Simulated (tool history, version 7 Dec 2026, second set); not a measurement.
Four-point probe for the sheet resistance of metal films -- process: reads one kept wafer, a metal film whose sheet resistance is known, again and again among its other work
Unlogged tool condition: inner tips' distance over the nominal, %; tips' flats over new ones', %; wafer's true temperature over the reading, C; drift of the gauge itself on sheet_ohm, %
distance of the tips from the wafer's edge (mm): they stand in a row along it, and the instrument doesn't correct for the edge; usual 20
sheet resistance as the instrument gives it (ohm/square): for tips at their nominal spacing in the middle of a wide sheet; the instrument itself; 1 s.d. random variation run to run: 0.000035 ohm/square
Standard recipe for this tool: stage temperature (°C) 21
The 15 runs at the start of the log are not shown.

run,hour,stage temperature (°C),distance of the tips from the wafer's edge (mm),touches since the probe head was changed,hours of work since the stage's thermometer was calibrated,sheet resistance as the instrument gives it (ohm/square)
16,565.5,21,65,9309,1515,0.173802
17,604.2,21,20,11289,1538,0.174225
18,632.8,21,20,12752,1556,0.174218
# hour 637.5: stage's thermometer calibrated
19,664.9,21,20,14373,17,0.174374
20,708.3,21,20,16598,43,0.174453
21,744.7,21,20,18459,65,0.174537
22,768.9,21,20,19698,79,0.174534
23,805.0,26,4,21549,101,0.182919
24,839.5,26,4,23312,121,0.183012
# hour 866.5: stage's thermometer calibrated, once more
25,877.0,24,11,25208,6,0.175231
26,919.4,24,34,27382,32,0.174157
27,967.2,22,34,29828,61,0.174347
28,991.0,22,34,31044,75,0.174359
29,1018.2,31,69,32437,91,0.173949
30,1044.4,21,8,33782,107,0.176664
31,1094.5,31,54,36349,137,0.174003

For run 32, what comes out?
32,1125.2,28,10,37916,156,?

sheet resistance as the instrument gives it (ohm/square): 0.175669
With the hidden condition absent and the run-to-run variation left alone, this run would have shown sheet resistance as the instrument gives it (ohm/square) 0.174266.
